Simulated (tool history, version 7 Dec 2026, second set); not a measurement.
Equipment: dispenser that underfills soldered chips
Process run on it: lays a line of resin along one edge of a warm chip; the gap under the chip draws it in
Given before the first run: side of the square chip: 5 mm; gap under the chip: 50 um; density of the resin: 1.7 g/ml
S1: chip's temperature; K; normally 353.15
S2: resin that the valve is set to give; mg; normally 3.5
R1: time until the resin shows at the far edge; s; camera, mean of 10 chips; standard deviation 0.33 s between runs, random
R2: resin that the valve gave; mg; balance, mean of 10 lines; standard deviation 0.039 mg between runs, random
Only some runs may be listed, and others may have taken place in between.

| run | hour | S1 | S2 | R1 | R2 |
|---|---|---|---|---|---|
| 1 | 0 | 353.15 | 3.5 | 17.3 | 3.37 |
|  | 2.4 | new syringe of resin |
| 2 | 4 | 343.15 | 3.5 | 18.2 | 3.31 |
| 3 | 7.1 | 343.15 | 3.5 | 21.1 | 3.51 |
| 4 | 11.7 | 343.15 | 3.5 | 23.9 | 3.41 |
|  | 12.5 | new syringe of resin |
| 5 | 15.4 | 343.15 | 3.5 | 20.2 | 3.38 |
| 6 | 18.8 | 343.15 | 3.5 | 22.8 | 3.36 |
|  | 22.6 | new syringe of resin |
| 7 | 24.1 | 343.15 | 3.5 | 18.6 | 3.37 |
| 8 | 26.4 | 343.15 | 3.5 | 20.7 | 3.36 |
| 9 | 30 | 353.15 | 4.38 | 16.6 | 4.32 |
|  | 33 | new syringe of resin |
| 10 | 34.9 | 353.15 | 4.11 | 14.1 | 3.92 |
| 11 | 37.8 | 342.15 | 3.5 | 22.1 | 3.34 |
| 12 | 40.4 | 342.15 | 3.5 | 23.9 | 3.34 |
|  | 43.3 | new syringe of resin |
| 13 | 43.5 | 340.15 | 3.5 | 19 | 3.28 |
| 14 | 47 | 353.15 | 3.91 | 15.3 | 3.73 |
| 15 | 49.4 | 353.15 | 3.91 | 15.9 | 3.67 |
|  | 53.4 | new syringe of resin |
| 16 | 54.1 | 353.15 | 3.91 | 12.7 | 3.72 |
| 17 | 56.2 | 353.15 | 3.8 | 14.6 | 3.61 |
| 18 | 59.5 | 368.15 | 3.5 | 11.4 | 3.32 |
|  | 63.7 | new syringe of resin |
| 19 | 63.7 | 354.15 | 4.26 | 12.9 | 4.1 |
| 20 | 68.1 | 343.15 | 3.51 | 20.9 | 3.39 |
| 21 | 71.3 | 348.15 | 3.76 | 20.8 | 3.62 |
|  | 74 | new syringe of resin |
| 22 | 74.7 | 348.15 | 3.76 | 15.3 | 3.6 |
| 23 | 76.9 | 339.15 | 3.94 | 22.2 | 3.81 |
| 24 | 81.2 | 339.15 | 3.94 | 27 | 3.69 |
|  | 84.3 | new syringe of resin |
| 25 | 86.4 | 357.15 | 3.03 | 13.5 | 2.88 |
| 26 | 90.3 | 364.15 | 3.76 | 12.4 | 3.53 |
|  | 94.4 | new syringe of resin |
| 27 | 95.3 | 364.15 | 3.97 | 10.1 | 3.77 |
| 28 | 100.4 | 361.15 | 3.8 | 13.1 | 3.59 |
| 29 | 102.8 | 339.15 | 3.33 | 27.8 | 3.11 |
|  | 104.5 | new syringe of resin |
| 30 | 106.2 | 339.15 | 3.33 | 21.2 | 3.09 |
| 31 | 108.5 | 339.15 | 3.33 | 23.2 | 3.11 |
| 32 | 110.8 | 359.15 | 3.62 | 14.6 | 3.36 |
|  | 114.8 | new syringe of resin |
| 33 | 115.1 | 359.15 | 3.62 | 11 | 3.42 |
| 34 | 117.4 | 353.15 | 4.34 | 13.8 | 4.1 |
| 35 | 120.9 | 352.15 | 3.46 | 17.4 | 3.26 |

Difference, measured minus no-hidden-state, one row per run. Run-to-run variation is common to both terms; the gauge's own scatter need not be:
Hidden state present: resin's viscosity, % of fresh resin's; dose that the valve gives, % of what is set; true chip temperature over the reading, C; drift of the gauge itself on fill_s, %; drift of the gauge itself on given_mg, %.
| run | R1 | R2 |
|---|---|---|
| 1 | +4.5 | -0.09 |
| 2 | +1 | -0.1 |
| 3 | +3.3 | -0.11 |
| 4 | +7.1 | -0.11 |
| 5 | +2.6 | -0.11 |
| 6 | +5.5 | -0.12 |
| 7 | +1.4 | -0.12 |
| 8 | +3.2 | -0.12 |
| 9 | +4.4 | -0.16 |
| 10 | +1.2 | -0.16 |
| 11 | +3.9 | -0.14 |
| 12 | +6.3 | -0.14 |
| 13 | +0.8 | -0.15 |
| 14 | +2.4 | -0.17 |
| 15 | +3.7 | -0.17 |
| 16 | +0.7 | -0.17 |
| 17 | +1.8 | -0.17 |
| 18 | +2.5 | -0.16 |
| 19 | +0.3 | -0.2 |
| 20 | +3.7 | -0.17 |
| 21 | +5.6 | -0.18 |
| 22 | +0.8 | -0.19 |
| 23 | +2.9 | -0.2 |
| 24 | +6.8 | -0.21 |
| 25 | +1.3 | -0.16 |
| 26 | +2.6 | -0.21 |
| 27 | +0.6 | -0.23 |
| 28 | +2.9 | -0.22 |
| 29 | +8.4 | -0.21 |
| 30 | +2.2 | -0.2 |
| 31 | +4.2 | -0.2 |
| 32 | +3.3 | -0.22 |
| 33 | +0.4 | -0.23 |
| 34 | +1.7 | -0.28 |
| 35 | +4 | -0.22 |

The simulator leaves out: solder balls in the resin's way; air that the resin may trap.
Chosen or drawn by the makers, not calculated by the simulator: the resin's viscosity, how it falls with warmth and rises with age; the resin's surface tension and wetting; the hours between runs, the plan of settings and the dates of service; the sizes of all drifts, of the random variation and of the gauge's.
